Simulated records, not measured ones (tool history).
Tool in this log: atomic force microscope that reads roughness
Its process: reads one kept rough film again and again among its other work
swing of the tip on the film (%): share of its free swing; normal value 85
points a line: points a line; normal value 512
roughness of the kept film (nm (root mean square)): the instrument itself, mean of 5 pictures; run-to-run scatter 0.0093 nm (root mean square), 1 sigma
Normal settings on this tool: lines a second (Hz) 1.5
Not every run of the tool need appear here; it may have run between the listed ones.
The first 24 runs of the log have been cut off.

run	day	lines a second (Hz)	swing of the tip on the film (%)	points a line	roughness of the kept film (nm (root mean square))
25	10.233	1.5	89	512	1.722
26	10.783	2.49	78	528	1.705
27	11.117	2.49	56	860	1.91
# day 11.212: new tip fitted
28	11.404	0.83	63	346	2.327
29	11.854	0.57	84	346	2.25
30	12.425	0.57	84	606	2.23
31	12.804	2.24	75	766	2.044
32	13.121	0.61	85	512	2.173
33	13.446	0.61	64	354	2.228
34	13.95	1.5	60	512	2.187
35	14.483	0.61	60	512	2.214
36	14.958	1.4	85	512	1.959
37	15.388	1.48	85	831	1.919
38	15.779	1.48	85	831	1.901
39	16.171	2.19	85	899	1.779
40	16.721	2.19	85	899	1.75
41	16.962	1.33	67	359	2.01

Below are 4 alternative next runs, each starting from the tool's condition after run 41. Predict each:
A	17.233	1.5	61	396	?
B	17.233	1.5	64	512	?
C	17.233	1.5	85	516	?
D	17.233	1.5	85	981	?

run	roughness of the kept film (nm (root mean square))
A	2.022
B	2.013
C	1.839
D	1.844
Had the tool no hidden state, the same runs would have come out as:
run	roughness of the kept film (nm (root mean square))
A	2.31
B	2.301
C	2.102
D	2.107
